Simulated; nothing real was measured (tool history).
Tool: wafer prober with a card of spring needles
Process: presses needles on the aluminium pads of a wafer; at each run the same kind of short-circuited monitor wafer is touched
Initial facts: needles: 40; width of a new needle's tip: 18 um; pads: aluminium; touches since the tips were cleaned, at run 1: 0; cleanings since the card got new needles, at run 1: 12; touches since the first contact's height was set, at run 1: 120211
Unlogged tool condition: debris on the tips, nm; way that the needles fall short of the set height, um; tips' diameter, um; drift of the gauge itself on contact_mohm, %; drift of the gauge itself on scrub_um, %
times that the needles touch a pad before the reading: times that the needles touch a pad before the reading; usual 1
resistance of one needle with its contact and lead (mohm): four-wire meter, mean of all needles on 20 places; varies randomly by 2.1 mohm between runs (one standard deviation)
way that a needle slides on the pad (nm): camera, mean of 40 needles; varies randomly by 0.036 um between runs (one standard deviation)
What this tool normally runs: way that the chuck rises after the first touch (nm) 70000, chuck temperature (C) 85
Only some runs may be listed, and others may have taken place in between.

run,hour,way that the chuck rises after the first touch (nm),chuck temperature (C),times that the needles touch a pad before the reading,touches since the tips were cleaned,cleanings since the card got new needles,touches since the first contact's height was set,resistance of one needle with its contact and lead (mohm),way that a needle slides on the pad (nm)
1,0.0,70000,85,1,0,12,120211,243,14820
# hour 13.6: tips cleaned on abrasive film
# hour 25.7: tips cleaned on abrasive film
# hour 37.9: tips cleaned on abrasive film
2,38.9,70000,68,1,823,15,150377,273,14720
# hour 49.7: tips cleaned on abrasive film
# hour 63.0: tips cleaned on abrasive film
3,70.0,70000,68,1,5507,17,174524,444,14660
# hour 74.0: tips cleaned on abrasive film
# hour 86.4: tips cleaned on abrasive film
4,90.2,70000,68,1,2987,19,190169,391,14760
# hour 98.0: tips cleaned on abrasive film
# hour 98.3: height of the first contact set anew
# hour 110.1: tips cleaned on abrasive film
# hour 121.2: tips cleaned on abrasive film
5,125.3,70000,68,1,3238,22,20959,363,14950
# hour 133.2: tips cleaned on abrasive film
# hour 145.4: tips cleaned on abrasive film
6,154.7,70000,68,1,7272,24,43754,447,14960
# hour 156.8: tips cleaned on abrasive film
# hour 169.1: tips cleaned on abrasive film
7,171.4,70000,65,1,1792,26,56635,330,14890
# hour 180.8: tips cleaned on abrasive film
# hour 192.1: tips cleaned on abrasive film
8,192.1,70000,65,1,0,28,72716,252,14860
# hour 203.9: tips cleaned on abrasive film
# hour 217.2: tips cleaned on abrasive film
# hour 229.0: tips cleaned on abrasive film
9,232.4,70000,33,1,2636,31,103927,343,14850
# hour 242.1: tips cleaned on abrasive film
# hour 255.6: tips cleaned on abrasive film
# hour 269.3: tips cleaned on abrasive film
10,269.6,70000,33,1,198,34,132772,254,14770
# hour 281.4: tips cleaned on abrasive film
# hour 292.8: tips cleaned on abrasive film
11,292.8,70000,33,1,0,36,150769,245,14740
# hour 305.6: tips cleaned on abrasive film
12,309.8,70000,33,1,3309,37,163955,388,14680
# hour 317.1: tips cleaned on abrasive film
# hour 329.2: tips cleaned on abrasive film
13,339.5,70000,33,1,8058,39,187047,486,14610
# hour 342.4: tips cleaned on abrasive film
# hour 351.2: height of the first contact set anew
# hour 354.1: tips cleaned on abrasive film
# hour 366.9: tips cleaned on abrasive film
14,367.5,70000,33,1,462,42,12559,245,14920
# hour 379.5: tips cleaned on abrasive film
# hour 391.5: tips cleaned on abrasive film
# hour 403.3: tips cleaned on abrasive film
15,404.7,88000,85,1,1048,45,41385,267,18780
# hour 414.6: tips cleaned on abrasive film
# hour 426.8: tips cleaned on abrasive film
16,428.3,70000,33,3,1127,47,59659,239,14880
# hour 437.9: tips cleaned on abrasive film
# hour 450.5: tips cleaned on abrasive film
17,450.5,70000,33,3,0,49,76880,224,14860
# hour 461.5: tips cleaned on abrasive film
# hour 474.8: tips cleaned on abrasive film
18,481.6,70000,53,1,5307,51,101027,449,14760
# hour 486.0: tips cleaned on abrasive film
# hour 498.0: tips cleaned on abrasive film
19,500.0,51000,30,2,1581,53,115259,348,10710
# hour 509.7: tips cleaned on abrasive film
# hour 521.4: tips cleaned on abrasive film
20,526.1,76000,107,2,3713,55,135523,306,16030
# hour 535.0: tips cleaned on abrasive film
# hour 548.1: tips cleaned on abrasive film
21,558.6,70000,71,1,8171,57,160700,494,14730
# hour 561.2: tips cleaned on abrasive film
# hour 574.3: tips cleaned on abrasive film
# hour 586.5: tips cleaned on abrasive film
# hour 599.0: tips cleaned on abrasive film
22,599.0,65000,58,3,0,61,191998,236,13570
# hour 604.5: height of the first contact set anew
# hour 611.8: tips cleaned on abrasive film
# hour 623.6: tips cleaned on abrasive film
23,623.6,51000,88,1,0,63,14758,269,10880
# hour 637.3: tips cleaned on abrasive film
# hour 648.3: tips cleaned on abrasive film
24,659.2,83000,33,1,8476,65,42397,412,17790
# hour 662.0: tips cleaned on abrasive film
# hour 673.5: tips cleaned on abrasive film
# hour 684.6: tips cleaned on abrasive film
25,690.3,70000,83,1,4472,68,66473,443,14880
# hour 697.1: tips cleaned on abrasive film
# hour 710.8: tips cleaned on abrasive film
26,718.8,69000,40,3,6188,70,88555,320,14650
# hour 723.5: tips cleaned on abrasive film
# hour 736.2: tips cleaned on abrasive film
27,736.2,69000,40,3,0,72,102057,223,14650
# hour 748.4: tips cleaned on abrasive film
# hour 761.3: tips cleaned on abrasive film
28,766.1,69000,38,2,3736,74,125248,317,14590
# hour 774.1: tips cleaned on abrasive film
# hour 785.8: tips cleaned on abrasive film
29,796.4,70000,85,2,8277,76,148778,394,14780

3 options for the next run, each taken on its own from the tool as it stands now. Forecast them:
# hour 799.2: tips cleaned on abrasive film
# hour 812.3: tips cleaned on abrasive film
# hour 823.9: tips cleaned on abrasive film
# hour 835.2: tips cleaned on abrasive film
A,836.7,50000,85,1,1161,80,179947,?,?
# hour 799.2: tips cleaned on abrasive film
# hour 812.3: tips cleaned on abrasive film
# hour 823.9: tips cleaned on abrasive film
# hour 835.2: tips cleaned on abrasive film
B,836.7,70000,85,2,1161,80,179947,?,?
# hour 799.2: tips cleaned on abrasive film
# hour 812.3: tips cleaned on abrasive film
# hour 823.9: tips cleaned on abrasive film
# hour 835.2: tips cleaned on abrasive film
C,836.7,70000,119,1,1161,80,179947,?,?

run,resistance of one needle with its contact and lead (mohm),way that a needle slides on the pad (nm)
A,394,10400
B,276,14740
C,313,14750
With no hidden state in the tool, these same runs would have given:
run,resistance of one needle with its contact and lead (mohm),way that a needle slides on the pad (nm)
A,237,10670
B,225,15000
C,235,15020

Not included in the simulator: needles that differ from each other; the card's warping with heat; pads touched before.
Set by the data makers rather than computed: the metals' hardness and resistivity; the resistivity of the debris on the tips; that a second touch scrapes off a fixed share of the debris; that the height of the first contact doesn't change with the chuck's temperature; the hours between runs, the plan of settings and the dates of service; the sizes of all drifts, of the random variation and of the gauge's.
